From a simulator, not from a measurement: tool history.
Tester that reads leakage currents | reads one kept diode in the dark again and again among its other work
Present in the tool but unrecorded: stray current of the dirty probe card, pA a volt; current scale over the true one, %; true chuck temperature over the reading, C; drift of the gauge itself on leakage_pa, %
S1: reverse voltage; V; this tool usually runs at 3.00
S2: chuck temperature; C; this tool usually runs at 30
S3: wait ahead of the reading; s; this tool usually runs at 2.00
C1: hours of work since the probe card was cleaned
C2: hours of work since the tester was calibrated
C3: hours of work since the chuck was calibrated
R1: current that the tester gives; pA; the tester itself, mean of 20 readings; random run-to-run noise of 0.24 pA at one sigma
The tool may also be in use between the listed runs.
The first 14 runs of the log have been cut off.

run,hour,S1,S2,S3,C1,C2,C3,R1
15,2463.7,3.00,30,2.00,1325,224,297,82.96
# hour 2600.9: probe card cleaned and baked
16,2699.3,3.00,30,5.63,77,405,478,79.56
17,2944.4,3.00,30,2.00,267,596,669,82.15
18,3069.3,3.00,44,2.00,365,693,766,269.77
19,3173.3,18.44,30,2.00,446,774,847,222.69
20,3341.0,3.00,39,2.00,576,905,978,183.68
21,3545.8,3.00,48,2.00,736,1064,1137,387.01
22,3764.5,3.00,48,2.00,906,1234,1308,392.92
23,3929.0,19.30,42,2.00,1034,1362,1436,666.31
24,4149.2,1.51,34,1.66,1205,1534,1607,90.95
25,4274.9,3.45,46,0.49,1303,1632,1705,379.05
26,4429.7,3.45,46,0.49,1424,1752,1826,383.28
# hour 4442.8: probe card cleaned and baked
27,4539.3,4.28,46,0.40,75,1835,1908,426.33
# hour 4581.1: chuck's temperature calibrated
28,4649.9,4.28,46,0.40,160,1920,54,358.25
# hour 4771.6: tester calibrated
29,4878.2,4.28,57,0.40,336,83,230,859.40
30,5121.0,18.87,45,1.87,525,272,419,748.46
31,5365.7,15.59,30,2.00,715,462,609,204.78
32,5496.8,14.99,32,1.44,817,565,711,239.56
33,5718.5,14.99,32,1.44,990,737,884,247.56
34,5899.4,19.64,21,1.35,1131,878,1025,125.51
35,6014.6,19.64,21,0.47,1221,968,1115,131.84
36,6151.4,2.40,33,0.85,1327,1074,1221,103.23
# hour 6284.7: probe card cleaned and baked
37,6304.9,2.40,33,0.85,16,1191,1338,100.94
38,6444.6,3.00,30,1.18,125,1300,1447,88.36

What if the next run were any one of these 3? Each begins from the tool's condition after run 38:
A,6588.7,6.14,38,3.13,237,1412,1559,?
B,6588.7,10.32,25,6.54,237,1412,1559,?
C,6588.7,6.67,21,7.25,237,1412,1559,?

run,R1
A,257.11
B,111.17
C,61.13
Take away the tool's hidden state, keep each run's random variation, and the runs would have read:
run,R1
A,221.87
B,92.88
C,50.62
